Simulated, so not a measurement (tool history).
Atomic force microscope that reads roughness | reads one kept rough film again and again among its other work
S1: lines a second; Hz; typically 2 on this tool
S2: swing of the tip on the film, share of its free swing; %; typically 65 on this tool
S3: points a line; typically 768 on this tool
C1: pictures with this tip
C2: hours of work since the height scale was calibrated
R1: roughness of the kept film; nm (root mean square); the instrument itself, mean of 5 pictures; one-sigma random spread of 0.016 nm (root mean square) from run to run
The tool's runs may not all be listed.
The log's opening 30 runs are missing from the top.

run,hour,S1,S2,S3,C1,C2,R1
# hour 1688.5: height scale calibrated on a step standard
# hour 1711.5: new tip fitted
31,1751.2,1.36,62,567,86,44,3.136
# hour 1801.6: new tip fitted
32,1817,1.36,61,567,33,90,3.554
# hour 1889.5: new tip fitted
33,1891.3,0.63,80,768,4,142,3.915
34,1958.1,2,83,768,148,189,2.622
# hour 1979.1: new tip fitted
35,2016.7,0.64,60,768,81,230,3.29
# hour 2069.3: new tip fitted
36,2086.3,0.64,60,768,37,279,3.657
# hour 2156.6: new tip fitted
37,2171.6,0.64,60,754,32,339,3.64
38,2208.3,2,84,397,112,365,2.805
# hour 2247.4: new tip fitted
39,2260.3,2,84,397,28,401,3.356
40,2316.3,2,84,397,149,440,2.568
# hour 2340.2: new tip fitted
41,2377,2,84,397,79,483,2.982
# hour 2431.1: new tip fitted
42,2445,0.77,88,807,30,530,3.531
# hour 2523.4: new tip fitted
43,2530.6,2.24,62,834,16,590,3.789
44,2598.1,2.24,77,450,162,638,2.593
# hour 2612.5: new tip fitted
45,2641.5,2.86,61,435,62,668,3.332
46,2679.2,2.86,75,707,144,695,2.716
# hour 2699.4: new tip fitted
47,2733.3,2.86,75,707,73,733,3.136
# hour 2792.3: new tip fitted
48,2816.2,2.86,75,707,51,791,3.293
49,2864.9,2.86,75,707,157,825,2.643

Predict each of these 4 candidate next runs independently; none follows another, all start after run 49:
# hour 2881.2: new tip fitted
A,2930.2,0.63,86,284,106,871,?
# hour 2881.2: new tip fitted
B,2930.2,3.44,74,306,106,871,?
# hour 2881.2: new tip fitted
C,2930.2,2.86,60,826,106,871,?
# hour 2881.2: new tip fitted
D,2930.2,2,65,875,106,871,?

run,R1
A,3.034
B,2.899
C,3.097
D,3.112
With the hidden condition removed and each run's random variation left untouched, the same runs would have given:
run,R1
A,3.826
B,3.654
C,3.906
D,3.925

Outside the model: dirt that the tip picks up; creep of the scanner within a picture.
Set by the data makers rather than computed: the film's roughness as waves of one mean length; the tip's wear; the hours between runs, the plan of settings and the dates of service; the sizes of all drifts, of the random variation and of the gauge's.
